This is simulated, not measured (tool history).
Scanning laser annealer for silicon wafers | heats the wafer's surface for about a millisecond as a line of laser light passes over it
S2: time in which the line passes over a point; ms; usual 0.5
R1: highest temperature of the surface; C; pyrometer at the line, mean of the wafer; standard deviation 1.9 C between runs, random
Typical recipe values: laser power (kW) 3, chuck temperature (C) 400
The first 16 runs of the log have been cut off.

run 17 day=34.242 | laser_power_(kW)=3 S2=0.403 chuck_temperature_(C)=400 | R1=1144
-- day=36.133 window over the wafer cleaned
run 18 day=36.546 | laser_power_(kW)=3.184 S2=0.383 chuck_temperature_(C)=400 | R1=1172
run 19 day=38.908 | laser_power_(kW)=2.552 S2=0.457 chuck_temperature_(C)=382 | R1=1049
run 20 day=40.35 | laser_power_(kW)=2.673 S2=0.457 chuck_temperature_(C)=374 | R1=1071
run 21 day=43.238 | laser_power_(kW)=2.673 S2=0.457 chuck_temperature_(C)=374 | R1=1072
run 22 day=45.883 | laser_power_(kW)=3 S2=0.5 chuck_temperature_(C)=360 | R1=1179
run 23 day=48.679 | laser_power_(kW)=2.572 S2=0.587 chuck_temperature_(C)=400 | R1=1147
run 24 day=50.554 | laser_power_(kW)=3.141 S2=0.412 chuck_temperature_(C)=415 | R1=1202
run 25 day=53.117 | laser_power_(kW)=3.087 S2=0.412 chuck_temperature_(C)=428 | R1=1197
run 26 day=55.825 | laser_power_(kW)=3 S2=0.5 chuck_temperature_(C)=430 | R1=1248
run 27 day=57.562 | laser_power_(kW)=3.077 S2=0.425 chuck_temperature_(C)=420 | R1=1202
run 28 day=59.792 | laser_power_(kW)=2.712 S2=0.54 chuck_temperature_(C)=417 | R1=1180
run 29 day=61.267 | laser_power_(kW)=3.264 S2=0.448 chuck_temperature_(C)=417 | R1=1270
-- day=63.529 window over the wafer cleaned
run 30 day=64.162 | laser_power_(kW)=3.264 S2=0.448 chuck_temperature_(C)=417 | R1=1268
run 31 day=67.171 | laser_power_(kW)=3.199 S2=0.5 chuck_temperature_(C)=377 | R1=1249
run 32 day=68.633 | laser_power_(kW)=2.763 S2=0.5 chuck_temperature_(C)=362 | R1=1114
run 33 day=70.329 | laser_power_(kW)=2.763 S2=0.5 chuck_temperature_(C)=362 | R1=1113

Alternative continuations, all from the tool just after run 33; predict every row:
run A day=72.088 | laser_power_(kW)=3 S2=0.432 chuck_temperature_(C)=400 | R1=?
run B day=72.088 | laser_power_(kW)=3 S2=0.5 chuck_temperature_(C)=375 | R1=?
run C day=72.088 | laser_power_(kW)=3.163 S2=0.57 chuck_temperature_(C)=436 | R1=?
run D day=72.088 | laser_power_(kW)=2.732 S2=0.5 chuck_temperature_(C)=400 | R1=?

run=A R1=1167
run=B R1=1194
run=C R1=1348
run=D R1=1144
What these runs would have given with no unlogged condition in the tool:
run=A R1=1167
run=B R1=1195
run=C R1=1348
run=D R1=1145
